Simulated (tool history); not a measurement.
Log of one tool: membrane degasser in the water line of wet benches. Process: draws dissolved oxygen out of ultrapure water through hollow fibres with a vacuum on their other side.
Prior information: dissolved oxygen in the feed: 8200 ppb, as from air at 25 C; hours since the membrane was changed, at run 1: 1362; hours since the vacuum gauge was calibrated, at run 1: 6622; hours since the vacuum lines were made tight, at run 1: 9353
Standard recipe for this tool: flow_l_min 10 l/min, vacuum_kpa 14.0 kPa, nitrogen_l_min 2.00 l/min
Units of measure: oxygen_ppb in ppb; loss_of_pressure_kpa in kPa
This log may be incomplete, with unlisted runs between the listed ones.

| run | hour | flow_l_min | vacuum_kpa | nitrogen_l_min | hours since the membrane was changed | hours since the vacuum gauge was calibrated | hours since the vacuum lines were made tight | oxygen_ppb | loss_of_pressure_kpa |
|---|---|---|---|---|---|---|---|---|---|
| 1 | 0.0 | 10 | 14.0 | 2.00 | 1362 | 6622 | 9353 | 152.2 | 49.15 |
|  | 34.7 | vacuum gauge calibrated |
| 2 | 64.5 | 10 | 14.0 | 2.20 | 1426 | 30 | 9417 | 135.6 | 48.83 |
| 3 | 136.9 | 10 | 14.0 | 2.37 | 1498 | 102 | 9489 | 127.8 | 49.41 |
| 4 | 169.0 | 10 | 14.0 | 2.37 | 1530 | 134 | 9521 | 127.1 | 49.05 |
| 5 | 210.6 | 10 | 14.0 | 2.37 | 1572 | 176 | 9563 | 127.3 | 49.04 |
| 6 | 283.6 | 10 | 14.0 | 2.37 | 1645 | 249 | 9636 | 126.9 | 49.08 |
| 7 | 353.4 | 10 | 20.2 | 2.00 | 1714 | 319 | 9706 | 226.9 | 49.68 |
| 8 | 411.7 | 10 | 20.2 | 2.00 | 1773 | 377 | 9764 | 222.9 | 48.88 |
| 9 | 474.5 | 10 | 20.2 | 2.00 | 1836 | 440 | 9827 | 223.2 | 49.49 |
| 10 | 515.1 | 10 | 20.2 | 2.00 | 1876 | 480 | 9867 | 223.8 | 49.30 |
| 11 | 566.2 | 9 | 14.0 | 2.00 | 1927 | 532 | 9918 | 130.3 | 44.42 |
| 12 | 609.7 | 9 | 14.0 | 2.00 | 1971 | 575 | 9962 | 129.6 | 44.56 |
| 13 | 647.0 | 9 | 14.0 | 2.00 | 2008 | 612 | 9999 | 130.9 | 44.51 |
| 14 | 700.8 | 9 | 17.9 | 2.00 | 2062 | 666 | 10053 | 173.5 | 44.63 |
| 15 | 775.5 | 9 | 17.9 | 2.00 | 2137 | 741 | 10128 | 179.7 | 44.49 |
| 16 | 806.9 | 10 | 14.0 | 2.00 | 2168 | 772 | 10159 | 148.0 | 49.43 |
| 17 | 852.6 | 10 | 14.0 | 2.99 | 2214 | 818 | 10205 | 104.0 | 49.21 |
| 18 | 907.9 | 8 | 20.1 | 3.19 | 2269 | 873 | 10260 | 116.9 | 39.77 |
| 19 | 972.7 | 8 | 20.1 | 3.19 | 2334 | 938 | 10325 | 115.7 | 39.35 |
| 20 | 1037.7 | 15 | 14.0 | 2.20 | 2399 | 1003 | 10390 | 256.1 | 74.21 |
| 21 | 1108.8 | 7 | 20.3 | 2.20 | 2470 | 1074 | 10461 | 150.1 | 34.82 |
| 22 | 1152.1 | 8 | 33.4 | 4.41 | 2513 | 1117 | 10504 | 150.9 | 39.63 |
| 23 | 1221.2 | 10 | 14.0 | 2.00 | 2582 | 1187 | 10573 | 147.8 | 49.39 |
|  | 1234.8 | seals of the vacuum lines changed |
| 24 | 1291.2 | 16 | 14.0 | 2.00 | 2650 | 1255 | 56 | 302.5 | 79.78 |
| 25 | 1326.2 | 11 | 9.4 | 2.00 | 2685 | 1290 | 91 | 100.9 | 54.65 |
| 26 | 1377.6 | 15 | 15.0 | 2.00 | 2737 | 1341 | 143 | 279.5 | 74.19 |
| 27 | 1408.4 | 7 | 15.4 | 2.57 | 2767 | 1372 | 174 | 81.9 | 35.16 |
| 28 | 1446.3 | 7 | 28.7 | 3.66 | 2805 | 1410 | 212 | 123.0 | 34.74 |
| 29 | 1489.4 | 10 | 14.1 | 0.92 | 2848 | 1453 | 255 | 283.3 | 49.67 |
| 30 | 1530.0 | 7 | 12.9 | 0.92 | 2889 | 1493 | 295 | 179.3 | 34.78 |
| 31 | 1563.5 | 7 | 33.1 | 1.26 | 2923 | 1527 | 329 | 391.6 | 34.96 |
| 32 | 1597.9 | 12 | 14.2 | 1.08 | 2957 | 1561 | 363 | 311.8 | 58.93 |

Alternative continuations, all from the tool just after run 32; predict every row:
| A | 1634.6 | 11 | 13.8 | 1.02 | 2994 | 1598 | 400 | ? | ? |
| B | 1634.6 | 11 | 14.2 | 1.08 | 2994 | 1598 | 400 | ? | ? |
| C | 1634.6 | 10 | 14.2 | 1.01 | 2994 | 1598 | 400 | ? | ? |
| D | 1634.6 | 12 | 21.8 | 1.29 | 2994 | 1598 | 400 | ? | ? |

| run | oxygen_ppb | loss_of_pressure_kpa |
|---|---|---|
| A | 279.7 | 54.11 |
| B | 275.1 | 54.09 |
| C | 264.6 | 49.22 |
| D | 422.3 | 59.63 |
Had the tool no hidden state, the same runs would have come out as:
| run | oxygen_ppb | loss_of_pressure_kpa |
|---|---|---|
| A | 276.0 | 53.47 |
| B | 271.5 | 53.45 |
| C | 261.3 | 48.64 |
| D | 417.7 | 58.93 |

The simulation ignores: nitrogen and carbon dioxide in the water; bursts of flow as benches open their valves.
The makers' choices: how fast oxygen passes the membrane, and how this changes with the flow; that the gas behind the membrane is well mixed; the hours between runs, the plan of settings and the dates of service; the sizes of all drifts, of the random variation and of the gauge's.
